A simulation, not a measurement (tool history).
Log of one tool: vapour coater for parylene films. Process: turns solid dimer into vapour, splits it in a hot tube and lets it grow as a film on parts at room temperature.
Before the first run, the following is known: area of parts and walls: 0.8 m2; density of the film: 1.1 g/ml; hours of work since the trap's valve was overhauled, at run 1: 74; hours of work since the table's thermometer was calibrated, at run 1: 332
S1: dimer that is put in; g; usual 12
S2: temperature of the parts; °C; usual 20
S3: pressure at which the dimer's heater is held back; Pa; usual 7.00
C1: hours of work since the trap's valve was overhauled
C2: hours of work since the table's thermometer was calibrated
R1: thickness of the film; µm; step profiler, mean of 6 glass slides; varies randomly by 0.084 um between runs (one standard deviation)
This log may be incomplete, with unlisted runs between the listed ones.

run,hour,S1,S2,S3,C1,C2,R1
1,0.0,12,20,7.00,74,332,9.83
2,40.2,12,20,7.00,108,366,9.84
3,79.5,12,20,7.00,141,399,9.70
4,107.2,12,20,7.00,165,422,9.74
5,155.2,12,20,7.00,206,463,9.61
6,207.5,12,20,7.00,250,507,9.54
# hour 214.5: trap's valve overhauled
7,250.8,12,20,7.00,31,540,9.14
8,294.0,7,24,2.86,67,577,5.21
9,322.2,16,20,2.31,91,601,13.06
10,355.8,16,20,2.31,120,629,13.22
11,404.8,14,20,3.73,161,671,11.07
12,441.2,14,20,3.73,192,701,10.86
13,474.0,12,20,3.17,219,729,9.21
14,501.4,21,17,11.96,243,752,15.67

Hidden state or all else? Some run-to-run changes of R1, split into what the settings, what came in and random variation would give without the hidden state, and what is left for the hidden state (with any gauge scatter that isn't in both results):
What the log doesn't record here: vapour lost through the trap's worn valve, %; true temperature of the parts over the reading, C; drift of the gauge itself on film_um, %.
Run 8 -> 9: S1 7 -> 16, S2 24 -> 20, S3 2.86 -> 2.31. R1 +7.85 µm: hidden state -1.00, all else +8.85.
Run 13 -> 14: S1 12 -> 21, S2 20 -> 17, S3 3.17 -> 11.96. R1 +6.46 µm: hidden state -1.17, all else +7.63.
